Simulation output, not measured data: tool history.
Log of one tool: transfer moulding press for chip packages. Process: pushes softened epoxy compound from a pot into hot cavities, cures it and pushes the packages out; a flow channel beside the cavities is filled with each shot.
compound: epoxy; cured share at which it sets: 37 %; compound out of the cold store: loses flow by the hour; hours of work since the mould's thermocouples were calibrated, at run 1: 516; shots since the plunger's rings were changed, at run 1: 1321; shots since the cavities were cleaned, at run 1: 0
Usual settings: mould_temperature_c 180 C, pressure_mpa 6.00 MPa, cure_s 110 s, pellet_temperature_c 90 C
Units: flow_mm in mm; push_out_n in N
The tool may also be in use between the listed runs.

run   hour  mould_temperature_c  pressure_mpa  cure_s  pellet_temperature_c  hours of work since the mould's thermocouples were calibrated  shots since the plunger's rings were changed  shots since the cavities were cleaned  incoming compound's hours out of the cold store  flow_mm  push_out_n
  1    0.0                  180          6.00     110                    90                                                            516                                          1321                                      0                                             33.2      581         450
  2   47.9                  180          6.00     110                    90                                                            539                                          1731                                    410                                             19.3      607         463
  3  109.2                  181          6.00     110                    90                                                            568                                          2257                                    936                                             25.6      594         427
     136.8  -- cavities cleaned with cleaning compound and waxed
  4  152.5                  181          6.00     110                    90                                                            587                                          2616                                    136                                             40.5      568         417
     187.1  -- plunger's sealing rings changed
  5  198.4                  181          6.00     110                    90                                                            608                                            97                                    507                                             22.7      601         446
  6  258.0                  181          6.00     110                    90                                                            636                                           609                                   1019                                             27.2      591         453
     278.3  -- cavities cleaned with cleaning compound and waxed
  7  335.3                  180          6.00     110                    90                                                            671                                          1258                                    488                                             37.2      577         447
     416.0  -- cavities cleaned with cleaning compound and waxed
  8  416.0                  180          6.00     110                    90                                                            709                                          1937                                      0                                             14.5      609         478
     424.6  -- mould's thermocouples calibrated
  9  479.5                  180          7.29     110                    90                                                             26                                          2464                                    527                                             43.8      631         450
     532.6  -- plunger's sealing rings changed
     555.3  -- cavities cleaned with cleaning compound and waxed
 10  569.4                  180          7.29     110                    90                                                             66                                           303                                    122                                             24.1      656         448
 11  615.3                  180          7.29     110                    90                                                             88                                           696                                    515                                             27.2      651         482
 12  656.0                  178          6.89     110                    90                                                            107                                          1045                                    864                                             13.6      670         556
     691.9  -- cavities cleaned with cleaning compound and waxed
 13  720.2                  180          6.00     101                    93                                                            137                                          1582                                    242                                             18.6      611         585
 14  792.5                  180          6.00     101                    86                                                            171                                          2203                                    863                                             14.5      613         609

How the hidden state differs across the entries between the runs, from the last listed run before each to the first after it:
Between runs 3 and 4: cavities cleaned with cleaning compound and waxed (hour 136.8)
  grip of the stained cavities, % over clean ones': 1 -> 0.2
Between runs 4 and 5: plunger's sealing rings changed (hour 187.1)
  pressure that reaches the compound, % of what is set: 99.96 -> 99.99; grip of the stained cavities, % over clean ones': 0.2 -> 0.7
Between runs 6 and 7: cavities cleaned with cleaning compound and waxed (hour 278.3)
  pressure that reaches the compound, % of what is set: 99.99 -> 99.98; grip of the stained cavities, % over clean ones': 1 -> 0.7
Between runs 7 and 8: cavities cleaned with cleaning compound and waxed (hour 416.0)
  pressure that reaches the compound, % of what is set: 99.98 -> 99.97; grip of the stained cavities, % over clean ones': 0.7 -> 0
Between runs 8 and 9: mould's thermocouples calibrated (hour 424.6)
  true mould temperature over the reading, C: 0.01 -> 0; pressure that reaches the compound, % of what is set: 99.97 -> 99.96; grip of the stained cavities, % over clean ones': 0 -> 0.7
Between runs 9 and 10: plunger's sealing rings changed (hour 532.6); cavities cleaned with cleaning compound and waxed (hour 555.3)
  pressure that reaches the compound, % of what is set: 99.96 -> 99.99; grip of the stained cavities, % over clean ones': 0.7 -> 0.2
Between runs 12 and 13: cavities cleaned with cleaning compound and waxed (hour 691.9)
  pressure that reaches the compound, % of what is set: 99.98 -> 99.97; grip of the stained cavities, % over clean ones': 0.9 -> 0.4
